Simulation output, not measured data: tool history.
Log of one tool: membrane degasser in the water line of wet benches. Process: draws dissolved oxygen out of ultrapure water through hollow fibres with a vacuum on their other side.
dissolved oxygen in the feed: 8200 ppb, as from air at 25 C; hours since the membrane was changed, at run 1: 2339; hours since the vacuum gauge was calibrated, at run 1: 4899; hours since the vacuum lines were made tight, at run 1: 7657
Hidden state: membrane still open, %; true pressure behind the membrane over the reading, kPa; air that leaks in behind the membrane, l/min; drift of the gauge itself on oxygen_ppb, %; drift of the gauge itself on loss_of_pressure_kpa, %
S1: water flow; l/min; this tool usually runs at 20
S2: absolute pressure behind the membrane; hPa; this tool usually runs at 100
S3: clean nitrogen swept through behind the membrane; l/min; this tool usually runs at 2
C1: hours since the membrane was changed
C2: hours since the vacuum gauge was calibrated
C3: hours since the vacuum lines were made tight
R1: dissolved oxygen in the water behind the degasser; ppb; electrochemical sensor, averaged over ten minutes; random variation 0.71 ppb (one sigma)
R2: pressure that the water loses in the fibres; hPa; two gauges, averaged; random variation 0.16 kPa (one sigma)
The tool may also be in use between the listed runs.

{"run": 1, "hour": 0.0, "S1": 20, "S2": 100, "S3": 2, "C1": 2339, "C2": 4899, "C3": 7657, "R1": 204.1, "R2": 605.9}
{"run": 2, "hour": 47.7, "S1": 20, "S2": 100, "S3": 2, "C1": 2387, "C2": 4947, "C3": 7705, "R1": 203.5, "R2": 601.5}
{"run": 3, "hour": 80.7, "S1": 20, "S2": 130, "S3": 2, "C1": 2420, "C2": 4980, "C3": 7738, "R1": 271.9, "R2": 604.3}
{"run": 4, "hour": 139.9, "S1": 20, "S2": 130, "S3": 2, "C1": 2479, "C2": 5039, "C3": 7797, "R1": 271.3, "R2": 605.2}
{"run": 5, "hour": 211.8, "S1": 20, "S2": 100, "S3": 2, "C1": 2551, "C2": 5111, "C3": 7869, "R1": 204, "R2": 603.7}
{"run": 6, "hour": 278.2, "S1": 20, "S2": 100, "S3": 2, "C1": 2617, "C2": 5177, "C3": 7936, "R1": 204, "R2": 605.2}
{"run": 7, "hour": 329.6, "S1": 20, "S2": 100, "S3": 2, "C1": 2669, "C2": 5229, "C3": 7987, "R1": 203.7, "R2": 605.5}
{"run": 8, "hour": 404.5, "S1": 20, "S2": 100, "S3": 2, "C1": 2744, "C2": 5304, "C3": 8062, "R1": 203.7, "R2": 603.7}
{"run": 9, "hour": 460.2, "S1": 20, "S2": 100, "S3": 3.81, "C1": 2799, "C2": 5359, "C3": 8118, "R1": 130.6, "R2": 605.9}
{"run": 10, "hour": 515.3, "S1": 20, "S2": 219, "S3": 3.81, "C1": 2855, "C2": 5415, "C3": 8173, "R1": 277.5, "R2": 607.1}
{"run": 11, "hour": 576.6, "S1": 20, "S2": 69, "S3": 3.81, "C1": 2916, "C2": 5476, "C3": 8234, "R1": 91.6, "R2": 605.6}
{"run": 12, "hour": 609.6, "S1": 30, "S2": 69, "S3": 3.81, "C1": 2949, "C2": 5509, "C3": 8267, "R1": 231.6, "R2": 907.5}
{"hour": 613.2, "done": "vacuum gauge calibrated"}
{"run": 13, "hour": 641.4, "S1": 30, "S2": 69, "S3": 3.81, "C1": 2980, "C2": 28, "C3": 8298, "R1": 231, "R2": 908.7}
{"run": 14, "hour": 698.7, "S1": 20, "S2": 105, "S3": 2, "C1": 3038, "C2": 85, "C3": 8356, "R1": 215.6, "R2": 606}
{"run": 15, "hour": 768.1, "S1": 22, "S2": 214, "S3": 4.09, "C1": 3107, "C2": 155, "C3": 8425, "R1": 294.5, "R2": 670.2}
{"run": 16, "hour": 802.9, "S1": 18, "S2": 100, "S3": 1.18, "C1": 3142, "C2": 190, "C3": 8460, "R1": 267.1, "R2": 544.8}
{"run": 17, "hour": 840.9, "S1": 29, "S2": 127, "S3": 1.74, "C1": 3180, "C2": 228, "C3": 8498, "R1": 491.8, "R2": 882.7}

Run 18 is up next; what results do you expect?
{"run": 18, "hour": 912.7, "S1": 24, "S2": 155, "S3": 1.33, "C1": 3251, "C2": 299, "C3": 8570, "R1": "?", "R2": "?"}

For run 18 the tool returned R1 556.4 ppb, R2 731.5 hPa.
Without the tool's hidden state the same run would have given R1 541.7 ppb, R2 721.3 hPa.
